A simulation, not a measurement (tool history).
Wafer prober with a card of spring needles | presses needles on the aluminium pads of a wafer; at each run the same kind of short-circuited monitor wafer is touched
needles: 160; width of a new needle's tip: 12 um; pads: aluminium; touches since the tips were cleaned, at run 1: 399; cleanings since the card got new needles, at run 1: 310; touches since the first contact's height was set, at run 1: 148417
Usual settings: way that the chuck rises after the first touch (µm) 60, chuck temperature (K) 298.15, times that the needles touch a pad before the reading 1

run,hour,way that the chuck rises after the first touch (µm),chuck temperature (K),times that the needles touch a pad before the reading,touches since the tips were cleaned,cleanings since the card got new needles,touches since the first contact's height was set,resistance of one needle with its contact and lead (mohm),way that a needle slides on the pad (µm)
1,0,60,298.15,1,399,310,148417,243,10.56
# hour 3.5: tips cleaned on abrasive film
# hour 7: tips cleaned on abrasive film
# hour 11.3: tips cleaned on abrasive film
# hour 14.8: tips cleaned on abrasive film
# hour 18.3: tips cleaned on abrasive film
# hour 22.7: tips cleaned on abrasive film
# hour 27: tips cleaned on abrasive film
# hour 31.4: tips cleaned on abrasive film
# hour 35.7: tips cleaned on abrasive film
# hour 39.2: tips cleaned on abrasive film
# hour 43.6: tips cleaned on abrasive film
# hour 47.9: tips cleaned on abrasive film
# hour 52.3: tips cleaned on abrasive film
# hour 53.4: height of the first contact set anew
# hour 56.9: tips cleaned on abrasive film
# hour 60.4: tips cleaned on abrasive film
# hour 63.9: tips cleaned on abrasive film
# hour 68.3: tips cleaned on abrasive film
# hour 71.8: tips cleaned on abrasive film
# hour 83.8: card fitted with new needles
# hour 87.3: tips cleaned on abrasive film
# hour 91.6: tips cleaned on abrasive film
# hour 95.1: tips cleaned on abrasive film
# hour 98.6: tips cleaned on abrasive film
2,99.7,60,298.15,1,654,4,9213,234,11.78
# hour 102.4: tips cleaned on abrasive film
# hour 105.9: tips cleaned on abrasive film
# hour 109.4: tips cleaned on abrasive film
# hour 113.7: tips cleaned on abrasive film
# hour 117.2: tips cleaned on abrasive film
# hour 121.5: tips cleaned on abrasive film
# hour 125.9: tips cleaned on abrasive film
# hour 130.2: tips cleaned on abrasive film
# hour 133.7: tips cleaned on abrasive film
# hour 138.1: tips cleaned on abrasive film
# hour 141.6: tips cleaned on abrasive film
# hour 145.9: tips cleaned on abrasive film
# hour 149.4: tips cleaned on abrasive film
# hour 152.9: tips cleaned on abrasive film
# hour 156.4: tips cleaned on abrasive film
# hour 159.9: tips cleaned on abrasive film
# hour 164.3: tips cleaned on abrasive film
# hour 167.8: tips cleaned on abrasive film
# hour 172.1: tips cleaned on abrasive film
# hour 176.5: tips cleaned on abrasive film
# hour 180.8: tips cleaned on abrasive film
3,182.4,60,298.15,1,954,25,56990,234,11.24
# hour 185.1: tips cleaned on abrasive film
# hour 188.6: tips cleaned on abrasive film
# hour 192.1: tips cleaned on abrasive film
# hour 196.4: tips cleaned on abrasive film
# hour 199.9: tips cleaned on abrasive film
# hour 203.4: tips cleaned on abrasive film
# hour 206.9: tips cleaned on abrasive film
# hour 211.3: tips cleaned on abrasive film
# hour 214.8: tips cleaned on abrasive film
# hour 219.1: tips cleaned on abrasive film
# hour 222.6: tips cleaned on abrasive film
# hour 226.1: tips cleaned on abrasive film
# hour 229.6: tips cleaned on abrasive film
# hour 233.9: tips cleaned on abrasive film
# hour 237.4: tips cleaned on abrasive film
# hour 240.9: tips cleaned on abrasive film
# hour 245.2: tips cleaned on abrasive film
4,245.2,60,298.15,1,0,42,93185,231,10.88
# hour 249.5: tips cleaned on abrasive film
# hour 253.9: tips cleaned on abrasive film
# hour 256.5: tips cleaned on abrasive film, once more
# hour 260: tips cleaned on abrasive film
# hour 263.5: tips cleaned on abrasive film
# hour 267: tips cleaned on abrasive film
# hour 270.5: tips cleaned on abrasive film
# hour 274: tips cleaned on abrasive film
# hour 277.5: tips cleaned on abrasive film
# hour 281.9: tips cleaned on abrasive film
# hour 285.4: tips cleaned on abrasive film
# hour 288.9: tips cleaned on abrasive film
# hour 292.6: tips cleaned on abrasive film
5,292.6,60,298.15,1,0,55,120524,232,10.87
# hour 297: tips cleaned on abrasive film
# hour 300.5: tips cleaned on abrasive film
# hour 304.8: tips cleaned on abrasive film
# hour 308.3: tips cleaned on abrasive film
# hour 311.8: tips cleaned on abrasive film
# hour 316.2: tips cleaned on abrasive film
# hour 319.7: tips cleaned on abrasive film
# hour 323.2: tips cleaned on abrasive film
# hour 327.5: tips cleaned on abrasive film
# hour 331: tips cleaned on abrasive film
# hour 334.5: tips cleaned on abrasive film
# hour 338.8: tips cleaned on abrasive film
# hour 342.3: tips cleaned on abrasive film
# hour 346.7: tips cleaned on abrasive film
# hour 351: tips cleaned on abrasive film
# hour 355.4: tips cleaned on abrasive film
# hour 358.9: tips cleaned on abrasive film
# hour 363.2: tips cleaned on abrasive film
# hour 366.7: tips cleaned on abrasive film
# hour 370.2: tips cleaned on abrasive film
# hour 373.7: tips cleaned on abrasive film
# hour 378.1: tips cleaned on abrasive film
# hour 381.6: tips cleaned on abrasive film
# hour 385.9: tips cleaned on abrasive film
6,387.2,60,298.15,1,776,79,175170,234,10.46
# hour 389.9: tips cleaned on abrasive film
# hour 393.4: tips cleaned on abrasive film
# hour 394.5: height of the first contact set anew
# hour 398: tips cleaned on abrasive film
# hour 402.4: tips cleaned on abrasive film
# hour 405.9: tips cleaned on abrasive film
# hour 409.4: tips cleaned on abrasive film
# hour 413.7: tips cleaned on abrasive film
# hour 418.1: tips cleaned on abrasive film
# hour 421.6: tips cleaned on abrasive film
# hour 425.9: tips cleaned on abrasive film
# hour 429.4: tips cleaned on abrasive film
# hour 432.9: tips cleaned on abrasive film
# hour 436.4: tips cleaned on abrasive film
# hour 439.9: tips cleaned on abrasive film
# hour 444.2: tips cleaned on abrasive film
# hour 447.7: tips cleaned on abrasive film
# hour 452.1: tips cleaned on abrasive film
# hour 455.6: tips cleaned on abrasive film
# hour 459.9: tips cleaned on abrasive film
# hour 464.1: tips cleaned on abrasive film
7,464.1,60,298.15,1,0,99,40169,228,11.53
# hour 468.5: tips cleaned on abrasive film
# hour 472.8: tips cleaned on abrasive film
# hour 476.3: tips cleaned on abrasive film
# hour 479.8: tips cleaned on abrasive film
# hour 484.1: tips cleaned on abrasive film
# hour 487.6: tips cleaned on abrasive film
# hour 491.1: tips cleaned on abrasive film
# hour 494.6: tips cleaned on abrasive film
# hour 499: tips cleaned on abrasive film
# hour 502.5: tips cleaned on abrasive film
# hour 506: tips cleaned on abrasive film
# hour 510.3: tips cleaned on abrasive film
# hour 513.8: tips cleaned on abrasive film
# hour 518.2: tips cleaned on abrasive film
# hour 521.7: tips cleaned on abrasive film
# hour 525.2: tips cleaned on abrasive film
# hour 529.5: tips cleaned on abrasive film
# hour 533: tips cleaned on abrasive film
# hour 537.4: tips cleaned on abrasive film
# hour 541.7: tips cleaned on abrasive film
# hour 545.2: tips cleaned on abrasive film
# hour 548.7: tips cleaned on abrasive film
8,550.2,70,320.15,1,895,121,89899,240,13.05
# hour 552.9: tips cleaned on abrasive film
# hour 556.4: tips cleaned on abrasive film
# hour 560.7: tips cleaned on abrasive film
# hour 565.1: tips cleaned on abrasive film
# hour 569.4: tips cleaned on abrasive film
# hour 572.9: tips cleaned on abrasive film
# hour 577.3: tips cleaned on abrasive film
# hour 581.6: tips cleaned on abrasive film
# hour 585.1: tips cleaned on abrasive film
# hour 588.6: tips cleaned on abrasive film
# hour 592.1: tips cleaned on abrasive film
# hour 596.4: tips cleaned on abrasive film
# hour 599.9: tips cleaned on abrasive film
# hour 604.3: tips cleaned on abrasive film
# hour 607.8: tips cleaned on abrasive film
# hour 611.3: tips cleaned on abrasive film
# hour 614.8: tips cleaned on abrasive film
# hour 618.3: tips cleaned on abrasive film
# hour 622.6: tips cleaned on abrasive film
# hour 626.1: tips cleaned on abrasive film
# hour 630.5: tips cleaned on abrasive film
9,631,60,310.15,2,317,142,136535,238,10.71
# hour 634.5: tips cleaned on abrasive film
# hour 638: tips cleaned on abrasive film
# hour 641.5: tips cleaned on abrasive film
# hour 645: tips cleaned on abrasive film
# hour 648.5: tips cleaned on abrasive film
# hour 652.8: tips cleaned on abrasive film
# hour 656.3: tips cleaned on abrasive film
# hour 659.8: tips cleaned on abrasive film
# hour 664.2: tips cleaned on abrasive film
# hour 668.5: tips cleaned on abrasive film
# hour 672: tips cleaned on abrasive film
# hour 676.4: tips cleaned on abrasive film
# hour 680.7: tips cleaned on abrasive film
# hour 684.2: tips cleaned on abrasive film
# hour 687.7: tips cleaned on abrasive film
# hour 691.2: tips cleaned on abrasive film
# hour 694.7: tips cleaned on abrasive film
# hour 699.1: tips cleaned on abrasive film
# hour 703.4: tips cleaned on abrasive film
# hour 705.4: height of the first contact set anew
10,705.9,60,298.15,2,1280,161,272,238,11.76
# hour 707.7: tips cleaned on abrasive film
# hour 711.2: tips cleaned on abrasive film
# hour 715.5: tips cleaned on abrasive film
# hour 719: tips cleaned on abrasive film
# hour 722.5: tips cleaned on abrasive film
# hour 726.9: tips cleaned on abrasive film
# hour 730.4: tips cleaned on abrasive film
# hour 734.7: tips cleaned on abrasive film
# hour 739.1: tips cleaned on abrasive film
# hour 743.4: tips cleaned on abrasive film
# hour 747.7: tips cleaned on abrasive film
11,748.7,75,376.15,2,589,172,25027,252,14.39
# hour 751.4: tips cleaned on abrasive film
# hour 754.9: tips cleaned on abrasive film
# hour 758.4: tips cleaned on abrasive film
# hour 762.7: tips cleaned on abrasive film
# hour 767.1: tips cleaned on abrasive film
# hour 770.6: tips cleaned on abrasive film
# hour 774.1: tips cleaned on abrasive film
# hour 778.4: tips cleaned on abrasive film
# hour 781.9: tips cleaned on abrasive film
# hour 785.4: tips cleaned on abrasive film
# hour 789.8: tips cleaned on abrasive film
# hour 793.3: tips cleaned on abrasive film
# hour 796.8: tips cleaned on abrasive film
12,797.9,75,376.15,2,682,185,53401,250,14.2

Forecast each of these 4 alternatives for the next run:
# hour 800.6: tips cleaned on abrasive film
# hour 804.1: tips cleaned on abrasive film
# hour 807.6: tips cleaned on abrasive film
# hour 811.1: tips cleaned on abrasive film
# hour 814.6: tips cleaned on abrasive film
# hour 818.9: tips cleaned on abrasive film
# hour 822.4: tips cleaned on abrasive film
# hour 825.9: tips cleaned on abrasive film
# hour 829.4: tips cleaned on abrasive film
# hour 832.9: tips cleaned on abrasive film
# hour 837.2: tips cleaned on abrasive film
# hour 841.6: tips cleaned on abrasive film
# hour 845.1: tips cleaned on abrasive film
A,845.5,45,298.15,1,240,198,80830,?,?
# hour 800.6: tips cleaned on abrasive film
# hour 804.1: tips cleaned on abrasive film
# hour 807.6: tips cleaned on abrasive film
# hour 811.1: tips cleaned on abrasive film
# hour 814.6: tips cleaned on abrasive film
# hour 818.9: tips cleaned on abrasive film
# hour 822.4: tips cleaned on abrasive film
# hour 825.9: tips cleaned on abrasive film
# hour 829.4: tips cleaned on abrasive film
# hour 832.9: tips cleaned on abrasive film
# hour 837.2: tips cleaned on abrasive film
# hour 841.6: tips cleaned on abrasive film
# hour 845.1: tips cleaned on abrasive film
B,845.5,56,376.15,1,240,198,80830,?,?
# hour 800.6: tips cleaned on abrasive film
# hour 804.1: tips cleaned on abrasive film
# hour 807.6: tips cleaned on abrasive film
# hour 811.1: tips cleaned on abrasive film
# hour 814.6: tips cleaned on abrasive film
# hour 818.9: tips cleaned on abrasive film
# hour 822.4: tips cleaned on abrasive film
# hour 825.9: tips cleaned on abrasive film
# hour 829.4: tips cleaned on abrasive film
# hour 832.9: tips cleaned on abrasive film
# hour 837.2: tips cleaned on abrasive film
# hour 841.6: tips cleaned on abrasive film
# hour 845.1: tips cleaned on abrasive film
C,845.5,55,320.15,1,240,198,80830,?,?
# hour 800.6: tips cleaned on abrasive film
# hour 804.1: tips cleaned on abrasive film
# hour 807.6: tips cleaned on abrasive film
# hour 811.1: tips cleaned on abrasive film
# hour 814.6: tips cleaned on abrasive film
# hour 818.9: tips cleaned on abrasive film
# hour 822.4: tips cleaned on abrasive film
# hour 825.9: tips cleaned on abrasive film
# hour 829.4: tips cleaned on abrasive film
# hour 832.9: tips cleaned on abrasive film
# hour 837.2: tips cleaned on abrasive film
# hour 841.6: tips cleaned on abrasive film
# hour 845.1: tips cleaned on abrasive film
D,845.5,42,298.15,1,240,198,80830,?,?

run,resistance of one needle with its contact and lead (mohm),way that a needle slides on the pad (µm)
A,239,8.13
B,256,10.23
C,241,10.01
D,237,7.75
Without the tool's hidden state the same runs would have given:
run,resistance of one needle with its contact and lead (mohm),way that a needle slides on the pad (µm)
A,231,8.7
B,250,10.81
C,235,10.58
D,227,8.33
